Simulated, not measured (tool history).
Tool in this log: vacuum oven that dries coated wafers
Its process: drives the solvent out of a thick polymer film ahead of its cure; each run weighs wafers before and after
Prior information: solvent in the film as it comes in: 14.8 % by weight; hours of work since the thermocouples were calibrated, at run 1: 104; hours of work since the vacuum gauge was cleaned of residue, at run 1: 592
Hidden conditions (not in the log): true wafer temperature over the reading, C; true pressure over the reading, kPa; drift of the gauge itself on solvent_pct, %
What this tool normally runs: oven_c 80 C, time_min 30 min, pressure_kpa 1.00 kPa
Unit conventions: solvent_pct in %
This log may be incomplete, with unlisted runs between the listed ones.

run	hour	oven_c	time_min	pressure_kpa	hours of work since the thermocouples were calibrated	hours of work since the vacuum gauge was cleaned of residue	solvent_pct
1	0.0	80	30	1.00	104	592	0.840
2	30.7	80	20	1.00	126	614	1.720
3	58.5	80	30	1.00	146	634	0.844
4	80.4	91	30	1.00	162	650	0.289
5	95.3	91	16	1.00	173	661	0.801
6	120.0	91	16	1.00	190	678	0.807
7	138.2	80	30	1.00	204	691	0.845
8	154.0	80	30	1.00	215	703	0.837
9	180.1	80	30	1.00	234	722	0.838
10	205.8	80	30	1.00	252	740	0.845
11	236.0	91	30	1.00	274	762	0.289
12	268.3	91	30	1.00	297	785	0.300
13	294.4	76	30	1.00	316	804	1.287
14	320.9	91	30	1.00	335	823	0.307
15	351.6	91	30	0.60	357	845	0.226
16	368.0	80	30	1.00	368	856	0.827
17	381.5	80	30	1.00	378	866	0.843
18	400.7	80	30	1.00	392	880	0.837
19	421.6	91	32	1.66	407	895	0.424
20	444.3	91	32	1.66	423	911	0.426
21	458.3	67	30	1.04	433	921	2.997
22	477.5	67	30	1.04	447	935	2.984
23	490.4	67	27	0.56	456	944	3.194
24	513.6	89	27	1.87	473	961	0.574
25	535.4	89	27	1.87	488	976	0.564
26	559.9	68	16	1.44	506	994	5.375
27	576.7	68	16	1.44	518	1006	5.383
28	601.3	68	16	1.44	536	1024	5.388
29	624.0	77	16	0.87	552	1040	2.969
30	648.2	77	16	0.87	569	1057	2.984
31	678.6	78	30	1.44	591	1079	1.171

3 options for the next run, each taken on its own from the tool as it stands now. Forecast them:
A	697.8	77	51	0.75	605	1093	?
B	697.8	92	49	0.55	605	1093	?
C	697.8	78	31	1.44	605	1093	?

run	solvent_pct
A	0.510
B	0.199
C	1.117
Had the tool no hidden state, the same runs would have come out as:
run	solvent_pct
A	0.359
B	0.106
C	1.012

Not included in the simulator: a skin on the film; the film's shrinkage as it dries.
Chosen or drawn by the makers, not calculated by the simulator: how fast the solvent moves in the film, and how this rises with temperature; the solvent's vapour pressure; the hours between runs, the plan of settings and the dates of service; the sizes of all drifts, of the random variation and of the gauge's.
